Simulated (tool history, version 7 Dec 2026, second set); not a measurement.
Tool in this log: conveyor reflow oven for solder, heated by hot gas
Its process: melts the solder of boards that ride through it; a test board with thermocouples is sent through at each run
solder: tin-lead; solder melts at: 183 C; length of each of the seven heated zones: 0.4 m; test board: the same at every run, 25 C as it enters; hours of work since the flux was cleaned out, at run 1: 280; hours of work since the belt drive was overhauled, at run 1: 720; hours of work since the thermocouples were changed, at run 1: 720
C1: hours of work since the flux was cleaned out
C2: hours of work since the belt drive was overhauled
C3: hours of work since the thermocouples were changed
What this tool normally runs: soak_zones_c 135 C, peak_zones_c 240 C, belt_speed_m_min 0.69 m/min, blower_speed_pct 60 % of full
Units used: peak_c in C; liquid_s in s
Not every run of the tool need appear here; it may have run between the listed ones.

run 1 day=0 | soak_zones_c=135 peak_zones_c=240 belt_speed_m_min=0.69 blower_speed_pct=60 | C1=280 C2=720 C3=720 | peak_c=213.5 liquid_s=47.7
run 2 day=2.112 | soak_zones_c=135 peak_zones_c=240 belt_speed_m_min=0.69 blower_speed_pct=60 | C1=304 C2=745 C3=745 | peak_c=212.9 liquid_s=46.8
run 3 day=5.875 | soak_zones_c=135 peak_zones_c=247 belt_speed_m_min=0.69 blower_speed_pct=60 | C1=348 C2=788 C3=788 | peak_c=218.3 liquid_s=52
run 4 day=8.221 | soak_zones_c=135 peak_zones_c=247 belt_speed_m_min=0.69 blower_speed_pct=60 | C1=375 C2=815 C3=815 | peak_c=217.9 liquid_s=51.4
run 5 day=10.171 | soak_zones_c=135 peak_zones_c=240 belt_speed_m_min=0.69 blower_speed_pct=60 | C1=397 C2=838 C3=838 | peak_c=212.6 liquid_s=46.9
run 6 day=13.433 | soak_zones_c=135 peak_zones_c=240 belt_speed_m_min=0.69 blower_speed_pct=75 | C1=435 C2=875 C3=875 | peak_c=217.7 liquid_s=51.8
-- day=15.483 flux residue cleaned out of gas plates and filters
run 7 day=16.133 | soak_zones_c=135 peak_zones_c=253 belt_speed_m_min=0.69 blower_speed_pct=60 | C1=8 C2=904 C3=904 | peak_c=225.4 liquid_s=56.6
run 8 day=19.362 | soak_zones_c=135 peak_zones_c=253 belt_speed_m_min=0.69 blower_speed_pct=60 | C1=45 C2=941 C3=941 | peak_c=224.8 liquid_s=57.2
run 9 day=22.692 | soak_zones_c=135 peak_zones_c=253 belt_speed_m_min=0.69 blower_speed_pct=60 | C1=83 C2=980 C3=980 | peak_c=224.4 liquid_s=55.9
-- day=23.071 belt drive overhauled, speed set with a stopwatch
run 10 day=26.658 | soak_zones_c=135 peak_zones_c=253 belt_speed_m_min=0.69 blower_speed_pct=60 | C1=127 C2=41 C3=1024 | peak_c=224.5 liquid_s=57
run 11 day=28.946 | soak_zones_c=135 peak_zones_c=240 belt_speed_m_min=0.69 blower_speed_pct=60 | C1=154 C2=68 C3=1050 | peak_c=214.1 liquid_s=49.1
run 12 day=30.983 | soak_zones_c=135 peak_zones_c=240 belt_speed_m_min=0.595 blower_speed_pct=60 | C1=177 C2=91 C3=1074 | peak_c=218.7 liquid_s=62.6
run 13 day=33.875 | soak_zones_c=135 peak_zones_c=240 belt_speed_m_min=0.595 blower_speed_pct=60 | C1=210 C2=125 C3=1107 | peak_c=218.6 liquid_s=63
run 14 day=36.504 | soak_zones_c=135 peak_zones_c=240 belt_speed_m_min=0.69 blower_speed_pct=60 | C1=241 C2=155 C3=1138 | peak_c=214.3 liquid_s=48.5
run 15 day=38.521 | soak_zones_c=135 peak_zones_c=240 belt_speed_m_min=0.69 blower_speed_pct=60 | C1=264 C2=178 C3=1161 | peak_c=213.7 liquid_s=48.6
run 16 day=40.604 | soak_zones_c=135 peak_zones_c=240 belt_speed_m_min=0.69 blower_speed_pct=60 | C1=288 C2=202 C3=1185 | peak_c=213.4 liquid_s=49
run 17 day=42.267 | soak_zones_c=143 peak_zones_c=236 belt_speed_m_min=0.784 blower_speed_pct=60 | C1=307 C2=222 C3=1204 | peak_c=207.1 liquid_s=38.9
-- day=42.962 belt drive overhauled, speed set with a stopwatch, once more
run 18 day=44.25 | soak_zones_c=143 peak_zones_c=236 belt_speed_m_min=0.784 blower_speed_pct=60 | C1=328 C2=15 C3=1225 | peak_c=204.2 liquid_s=35.9
run 19 day=47.783 | soak_zones_c=135 peak_zones_c=240 belt_speed_m_min=0.734 blower_speed_pct=60 | C1=369 C2=56 C3=1266 | peak_c=209.3 liquid_s=39.3
run 20 day=51.542 | soak_zones_c=135 peak_zones_c=239 belt_speed_m_min=0.69 blower_speed_pct=85 | C1=413 C2=99 C3=1309 | peak_c=217.9 liquid_s=52.2
run 21 day=54.679 | soak_zones_c=121 peak_zones_c=240 belt_speed_m_min=0.69 blower_speed_pct=73 | C1=449 C2=135 C3=1346 | peak_c=213.1 liquid_s=43
-- day=55.629 flux residue cleaned out of gas plates and filters
run 22 day=56.925 | soak_zones_c=120 peak_zones_c=248 belt_speed_m_min=0.69 blower_speed_pct=73 | C1=15 C2=159 C3=1369 | peak_c=222.1 liquid_s=49.8
run 23 day=59.612 | soak_zones_c=135 peak_zones_c=251 belt_speed_m_min=0.69 blower_speed_pct=60 | C1=46 C2=190 C3=1400 | peak_c=221.7 liquid_s=53.6

Expected results for the next run?
run 24 day=62.221 | soak_zones_c=140 peak_zones_c=229 belt_speed_m_min=0.69 blower_speed_pct=56 | C1=76 C2=220 C3=1430 | peak_c=? liquid_s=?

peak_c: 202.8 C
liquid_s: 38.1 s
With no hidden state in the tool, this same run would have given peak_c 206 C, liquid_s 41.4 s.
